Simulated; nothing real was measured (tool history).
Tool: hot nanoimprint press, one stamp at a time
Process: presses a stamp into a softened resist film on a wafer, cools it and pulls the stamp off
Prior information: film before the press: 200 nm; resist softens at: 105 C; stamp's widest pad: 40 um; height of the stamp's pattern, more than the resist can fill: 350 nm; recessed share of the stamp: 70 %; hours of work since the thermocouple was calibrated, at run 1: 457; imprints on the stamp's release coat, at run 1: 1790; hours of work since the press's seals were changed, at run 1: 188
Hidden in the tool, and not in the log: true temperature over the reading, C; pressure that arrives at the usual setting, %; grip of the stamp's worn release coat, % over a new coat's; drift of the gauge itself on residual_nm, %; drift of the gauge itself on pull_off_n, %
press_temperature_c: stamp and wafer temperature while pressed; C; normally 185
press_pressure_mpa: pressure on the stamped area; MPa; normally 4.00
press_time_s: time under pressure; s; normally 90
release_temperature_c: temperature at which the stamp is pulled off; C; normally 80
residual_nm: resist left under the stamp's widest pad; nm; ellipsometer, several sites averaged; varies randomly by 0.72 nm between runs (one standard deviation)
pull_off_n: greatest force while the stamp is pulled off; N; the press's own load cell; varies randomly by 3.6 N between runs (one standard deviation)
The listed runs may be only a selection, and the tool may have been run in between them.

run	hour	press_temperature_c	press_pressure_mpa	press_time_s	release_temperature_c	hours of work since the thermocouple was calibrated	imprints on the stamp's release coat	hours of work since the press's seals were changed	residual_nm	pull_off_n
1	0.0	185	4.00	90	80	457	1790	188	88.1	304
2	9.7	185	4.00	90	80	464	1844	195	87.5	301
3	17.4	185	4.00	90	80	469	1887	201	87.8	305
# hour 27.9: stamp cleaned and given a new release coat
4	29.3	185	4.00	90	80	473	8	205	87.2	167
5	35.6	185	4.00	155	80	478	43	209	69.4	167
# hour 45.0: plate thermocouple calibrated
6	45.0	185	4.00	155	80	0	79	214	75.4	178
7	50.6	185	4.40	90	80	4	111	218	90.6	185
8	58.6	185	4.40	90	80	10	155	223	89.4	179
9	67.9	185	4.40	90	80	16	207	230	89.7	191
10	76.0	185	4.40	90	80	22	253	235	90.2	189
11	84.5	180	4.00	90	80	28	300	241	110.4	187
12	89.5	180	4.00	90	80	31	328	245	110.2	190
13	95.5	180	4.00	90	80	35	362	249	112.9	195
14	102.1	180	4.00	90	80	40	399	254	110.9	197
15	110.0	178	4.00	90	80	46	443	259	117.8	209
16	119.6	185	4.64	90	78	52	497	266	87.2	219
17	128.0	196	4.64	90	78	58	544	272	58.5	226
18	133.6	196	5.07	90	80	62	575	276	55.9	207
19	142.5	193	5.07	90	80	68	625	282	62.7	223
20	150.2	180	3.11	48	80	74	668	288	142.3	214
21	158.7	180	3.11	48	80	80	715	293	141.0	220
22	165.9	187	5.41	90	80	85	756	299	75.1	223
23	170.0	187	3.48	90	80	88	778	301	91.8	234
24	178.8	180	4.00	54	80	94	828	308	131.0	242
25	185.0	180	4.00	105	76	98	862	312	105.3	265
26	192.1	180	5.53	99	76	103	902	317	94.2	268
27	197.4	185	4.60	72	66	107	932	321	94.7	328
28	202.5	185	4.60	72	66	110	960	324	94.6	329
29	208.9	176	4.00	90	80	115	996	329	126.4	244
30	214.7	176	4.00	90	80	119	1029	333	124.3	252

Here are 3 independent what-if runs from the current tool condition. What would each one return?
A	222.3	176	5.57	131	80	124	1071	338	?	?
B	222.3	192	4.00	59	78	124	1071	338	?	?
C	222.3	182	5.54	48	80	124	1071	338	?	?

run	residual_nm	pull_off_n
A	98.3	248
B	85.9	266
C	113.1	250
With the hidden condition removed and each run's random variation left untouched, the same runs would have given:
run	residual_nm	pull_off_n
A	100.1	173
B	87.4	185
C	114.9	175

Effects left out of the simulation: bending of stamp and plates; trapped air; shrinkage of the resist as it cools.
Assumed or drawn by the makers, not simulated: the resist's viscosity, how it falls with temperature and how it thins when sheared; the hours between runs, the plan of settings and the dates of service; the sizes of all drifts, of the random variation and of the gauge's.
